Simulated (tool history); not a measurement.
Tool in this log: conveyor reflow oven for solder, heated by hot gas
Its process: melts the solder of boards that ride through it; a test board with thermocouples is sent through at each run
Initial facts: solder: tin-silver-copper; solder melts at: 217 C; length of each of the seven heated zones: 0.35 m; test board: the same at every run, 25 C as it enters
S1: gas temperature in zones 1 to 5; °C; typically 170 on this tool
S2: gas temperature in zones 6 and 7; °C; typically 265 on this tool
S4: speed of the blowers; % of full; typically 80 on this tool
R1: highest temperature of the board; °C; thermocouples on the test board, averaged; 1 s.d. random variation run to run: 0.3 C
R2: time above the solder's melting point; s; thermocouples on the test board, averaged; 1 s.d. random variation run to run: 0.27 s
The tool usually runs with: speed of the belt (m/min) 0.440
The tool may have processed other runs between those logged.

{"run": 1, "day": 0.0, "S1": 170, "S2": 265, "speed of the belt (m/min)": 0.44, "S4": 80, "R1": 254.1, "R2": 73.9}
{"run": 2, "day": 0.379, "S1": 170, "S2": 265, "speed of the belt (m/min)": 0.44, "S4": 80, "R1": 253.8, "R2": 73.2}
{"run": 3, "day": 0.7, "S1": 170, "S2": 265, "speed of the belt (m/min)": 0.504, "S4": 80, "R1": 250.1, "R2": 60.5}
{"run": 4, "day": 1.133, "S1": 184, "S2": 265, "speed of the belt (m/min)": 0.44, "S4": 80, "R1": 255.5, "R2": 81.0}
{"run": 5, "day": 1.358, "S1": 184, "S2": 265, "speed of the belt (m/min)": 0.44, "S4": 80, "R1": 255.3, "R2": 81.9}
{"run": 6, "day": 1.754, "S1": 165, "S2": 265, "speed of the belt (m/min)": 0.44, "S4": 80, "R1": 253.0, "R2": 71.4}
{"run": 7, "day": 2.071, "S1": 165, "S2": 265, "speed of the belt (m/min)": 0.44, "S4": 80, "R1": 253.4, "R2": 70.9}
{"run": 8, "day": 2.442, "S1": 165, "S2": 265, "speed of the belt (m/min)": 0.44, "S4": 80, "R1": 253.5, "R2": 71.2}
{"run": 9, "day": 2.654, "S1": 170, "S2": 260, "speed of the belt (m/min)": 0.44, "S4": 80, "R1": 249.0, "R2": 69.8}
{"run": 10, "day": 2.888, "S1": 170, "S2": 265, "speed of the belt (m/min)": 0.44, "S4": 80, "R1": 252.9, "R2": 74.1}
{"day": 3.092, "done": "belt drive overhauled, speed set with a stopwatch"}
{"run": 11, "day": 3.442, "S1": 170, "S2": 265, "speed of the belt (m/min)": 0.44, "S4": 80, "R1": 253.6, "R2": 73.7}
{"run": 12, "day": 3.754, "S1": 170, "S2": 265, "speed of the belt (m/min)": 0.44, "S4": 80, "R1": 253.4, "R2": 73.3}
{"run": 13, "day": 4.242, "S1": 170, "S2": 265, "speed of the belt (m/min)": 0.44, "S4": 80, "R1": 254.0, "R2": 73.7}
{"day": 4.438, "done": "belt drive overhauled, speed set with a stopwatch, once more"}
{"run": 14, "day": 4.875, "S1": 183, "S2": 270, "speed of the belt (m/min)": 0.44, "S4": 78, "R1": 259.4, "R2": 82.5}
{"run": 15, "day": 5.312, "S1": 171, "S2": 279, "speed of the belt (m/min)": 0.44, "S4": 78, "R1": 266.4, "R2": 81.6}
{"run": 16, "day": 5.554, "S1": 171, "S2": 279, "speed of the belt (m/min)": 0.44, "S4": 78, "R1": 266.1, "R2": 81.5}
{"run": 17, "day": 5.783, "S1": 160, "S2": 279, "speed of the belt (m/min)": 0.408, "S4": 78, "R1": 266.8, "R2": 84.6}
{"run": 18, "day": 6.079, "S1": 165, "S2": 278, "speed of the belt (m/min)": 0.508, "S4": 85, "R1": 261.1, "R2": 65.2}
{"run": 19, "day": 6.421, "S1": 165, "S2": 278, "speed of the belt (m/min)": 0.508, "S4": 85, "R1": 261.0, "R2": 65.2}
{"run": 20, "day": 6.717, "S1": 170, "S2": 265, "speed of the belt (m/min)": 0.408, "S4": 80, "R1": 254.8, "R2": 80.6}
{"run": 21, "day": 7.117, "S1": 170, "S2": 265, "speed of the belt (m/min)": 0.408, "S4": 80, "R1": 254.8, "R2": 80.8}
{"run": 22, "day": 7.608, "S1": 170, "S2": 265, "speed of the belt (m/min)": 0.442, "S4": 58, "R1": 248.7, "R2": 67.3}

Selected run-to-run steps in R1, each split into two signed amounts: the part the tool would show with no hidden state at all (from settings, incoming material and random variation), and the remainder, which goes to the hidden state together with any gauge scatter not common to the measured and the hidden-state-free results:
Hidden conditions of the tool in this case: heat that the gas passes to the board, % of a clean oven's; belt's true speed, % of the reading; true gas temperature in zones 6 and 7 over the reading, C; drift of the gauge itself on peak_c, C; drift of the gauge itself on liquid_s, %.
Run 13 -> 14: S1 170 -> 183, S2 265 -> 270, S4 80 -> 78, belt drive overhauled, speed set with a stopwatch, once more. R1 +5.4 °C: hidden state -0.3, all else +5.7.
Run 14 -> 15: S1 183 -> 171, S2 270 -> 279. R1 +7.0 °C: hidden state -0.1, all else +7.1.
Run 19 -> 20: S1 165 -> 170, S2 278 -> 265, speed of the belt (m/min) 0.508 -> 0.408, S4 85 -> 80. R1 -6.2 °C: hidden state +0.2, all else -6.4.
